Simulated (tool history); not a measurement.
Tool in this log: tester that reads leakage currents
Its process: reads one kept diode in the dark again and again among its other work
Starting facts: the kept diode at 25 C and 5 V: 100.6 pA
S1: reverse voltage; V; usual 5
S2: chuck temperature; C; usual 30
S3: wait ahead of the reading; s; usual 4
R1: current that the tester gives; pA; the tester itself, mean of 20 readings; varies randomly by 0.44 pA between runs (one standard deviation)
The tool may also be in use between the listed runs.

Run 1, hour 0: usual settings. Result: R1 147.26 pA.
Run 2, hour 70.3: usual settings but S2 56 C. Result: R1 806.25 pA.
Run 3, hour 118.9: usual settings. Result: R1 148.8 pA.
Run 4, hour 179.1: usual settings. Result: R1 148.09 pA.
Run 5, hour 259.3: usual settings but S1 6.81 V. Result: R1 170.43 pA.
Run 6, hour 306.1: usual settings but S1 6.81 V. Result: R1 171.43 pA.
Run 7, hour 366.8: usual settings but S1 6.81 V, S2 56 C, S3 2.74 s. Result: R1 914.05 pA.
Run 8, hour 440.9: usual settings but S1 6.81 V, S2 56 C, S3 2.74 s. Result: R1 919.73 pA.
Run 9, hour 533.7: usual settings but S1 6.81 V, S2 25 C, S3 2.74 s. Result: R1 113.99 pA.
Run 10, hour 574: usual settings but S1 6.81 V, S2 25 C, S3 2.74 s. Result: R1 114.04 pA.
Run 11, hour 628.3: usual settings but S1 3.94 V, S2 38 C, S3 1.28 s. Result: R1 231.25 pA.

Taken out of this log: 2 entries between the listed runs. Where each belongs, and how the hidden state differs across it:
From run 1 to run 2: probe card cleaned and baked (hour 28)
  stray current of the dirty probe card, pA a volt: 0.796 -> 0.96; current scale over the true one, %: -0.75 -> -0.77; true chuck temperature over the reading, C: -0.01 -> 0
  the result without the hidden state subtracted from the measured one, R1: +2.65 -> -1.45 pA
From run 8 to run 9: probe card cleaned and baked, once more (hour 461.3)
  stray current of the dirty probe card, pA a volt: 1.088 -> 0.043; current scale over the true one, %: -0.84 -> -0.85; true chuck temperature over the reading, C: 0.06 -> 0.08
  the result without the hidden state subtracted from the measured one, R1: +3.1 -> -0.16 pA
